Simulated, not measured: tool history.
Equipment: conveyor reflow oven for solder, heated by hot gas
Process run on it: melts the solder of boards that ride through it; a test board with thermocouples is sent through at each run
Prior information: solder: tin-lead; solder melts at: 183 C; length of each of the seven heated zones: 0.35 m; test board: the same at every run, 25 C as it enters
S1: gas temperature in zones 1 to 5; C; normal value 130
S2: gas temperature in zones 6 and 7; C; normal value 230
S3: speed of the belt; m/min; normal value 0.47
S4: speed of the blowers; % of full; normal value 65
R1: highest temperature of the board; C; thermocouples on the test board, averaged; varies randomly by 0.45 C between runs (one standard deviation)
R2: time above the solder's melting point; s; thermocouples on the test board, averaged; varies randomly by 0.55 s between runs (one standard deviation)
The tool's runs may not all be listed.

run 1 day=0 | S1=130 S2=230 S3=0.47 S4=65 | R1=211.3 R2=57.6
run 2 day=0.433 | S1=130 S2=230 S3=0.47 S4=56 | R1=210 R2=54.4
run 3 day=0.771 | S1=130 S2=230 S3=0.47 S4=56 | R1=209.5 R2=55.4
run 4 day=1.217 | S1=141 S2=230 S3=0.47 S4=65 | R1=213.6 R2=64.8
run 5 day=1.475 | S1=141 S2=230 S3=0.47 S4=65 | R1=212.9 R2=64.6
run 6 day=1.879 | S1=141 S2=230 S3=0.47 S4=65 | R1=213.5 R2=63.6
run 7 day=2.312 | S1=141 S2=230 S3=0.47 S4=65 | R1=213.6 R2=64.8
run 8 day=2.592 | S1=141 S2=230 S3=0.47 S4=65 | R1=213.9 R2=63.8
run 9 day=2.95 | S1=141 S2=242 S3=0.429 S4=65 | R1=226.9 R2=83.5
run 10 day=3.396 | S1=140 S2=230 S3=0.47 S4=65 | R1=213.1 R2=64.2
run 11 day=3.771 | S1=140 S2=230 S3=0.47 S4=65 | R1=213.6 R2=63.3
run 12 day=4.221 | S1=140 S2=221 S3=0.47 S4=84 | R1=207.5 R2=60.5
run 13 day=4.679 | S1=128 S2=218 S3=0.405 S4=65 | R1=205.7 R2=60.4

For run 14, what comes out?
run 14 day=4.875 | S1=128 S2=218 S3=0.405 S4=65 | R1=? R2=?

R1: 206.4 C
R2: 61.1 s
With no hidden state in the tool, this same run would have given R1 206.4 C, R2 61.1 s.

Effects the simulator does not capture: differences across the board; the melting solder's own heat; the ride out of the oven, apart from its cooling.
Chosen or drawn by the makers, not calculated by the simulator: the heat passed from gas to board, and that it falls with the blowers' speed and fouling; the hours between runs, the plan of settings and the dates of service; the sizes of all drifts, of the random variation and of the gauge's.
